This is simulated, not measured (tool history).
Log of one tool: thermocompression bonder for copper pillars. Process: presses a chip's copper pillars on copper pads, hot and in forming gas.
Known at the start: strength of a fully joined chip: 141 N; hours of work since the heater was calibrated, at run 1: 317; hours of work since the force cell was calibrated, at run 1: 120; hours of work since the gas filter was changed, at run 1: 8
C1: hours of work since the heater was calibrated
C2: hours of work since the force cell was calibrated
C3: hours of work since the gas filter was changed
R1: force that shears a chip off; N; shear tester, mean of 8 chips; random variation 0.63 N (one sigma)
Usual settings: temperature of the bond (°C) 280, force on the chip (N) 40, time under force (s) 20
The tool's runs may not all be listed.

run 1 hour=0.0 | temperature_of_the_bond_(°C)=280 force_on_the_chip_(N)=40 time_under_force_(s)=20 | C1=317 C2=120 C3=8 | R1=88.8
run 2 hour=10.7 | temperature_of_the_bond_(°C)=280 force_on_the_chip_(N)=40 time_under_force_(s)=20 | C1=325 C2=129 C3=16 | R1=89.8
run 3 hour=16.1 | temperature_of_the_bond_(°C)=280 force_on_the_chip_(N)=40 time_under_force_(s)=20 | C1=330 C2=133 C3=21 | R1=88.9
run 4 hour=23.3 | temperature_of_the_bond_(°C)=280 force_on_the_chip_(N)=40 time_under_force_(s)=20 | C1=335 C2=139 C3=26 | R1=87.7
run 5 hour=30.7 | temperature_of_the_bond_(°C)=280 force_on_the_chip_(N)=40 time_under_force_(s)=20 | C1=341 C2=145 C3=32 | R1=87.8
run 6 hour=40.1 | temperature_of_the_bond_(°C)=280 force_on_the_chip_(N)=40 time_under_force_(s)=20 | C1=348 C2=152 C3=40 | R1=87.0
-- hour=42.7 heater calibrated with a thermocouple chip
run 7 hour=49.7 | temperature_of_the_bond_(°C)=280 force_on_the_chip_(N)=40 time_under_force_(s)=20 | C1=5 C2=158 C3=46 | R1=89.0
run 8 hour=59.0 | temperature_of_the_bond_(°C)=250 force_on_the_chip_(N)=52 time_under_force_(s)=18 | C1=13 C2=165 C3=53 | R1=75.8
run 9 hour=66.3 | temperature_of_the_bond_(°C)=250 force_on_the_chip_(N)=52 time_under_force_(s)=18 | C1=19 C2=171 C3=59 | R1=75.9
run 10 hour=72.0 | temperature_of_the_bond_(°C)=280 force_on_the_chip_(N)=40 time_under_force_(s)=28 | C1=23 C2=176 C3=63 | R1=97.5

3 ways to go on from here, each from the tool as it stands after run 10. What would each give?
-- hour=74.9 heater calibrated with a thermocouple chip, once more
run A hour=79.4 | temperature_of_the_bond_(°C)=299 force_on_the_chip_(N)=45 time_under_force_(s)=28 | C1=4 C2=180 C3=67 | R1=?
-- hour=74.9 heater calibrated with a thermocouple chip, once more
run B hour=79.4 | temperature_of_the_bond_(°C)=258 force_on_the_chip_(N)=35 time_under_force_(s)=16 | C1=4 C2=180 C3=67 | R1=?
-- hour=74.9 heater calibrated with a thermocouple chip, once more
run C hour=79.4 | temperature_of_the_bond_(°C)=276 force_on_the_chip_(N)=40 time_under_force_(s)=31 | C1=4 C2=180 C3=67 | R1=?

run=A R1=113.3
run=B R1=55.0
run=C R1=91.3
Without the tool's hidden state the same runs would have given:
run=A R1=116.0
run=B R1=57.0
run=C R1=94.0

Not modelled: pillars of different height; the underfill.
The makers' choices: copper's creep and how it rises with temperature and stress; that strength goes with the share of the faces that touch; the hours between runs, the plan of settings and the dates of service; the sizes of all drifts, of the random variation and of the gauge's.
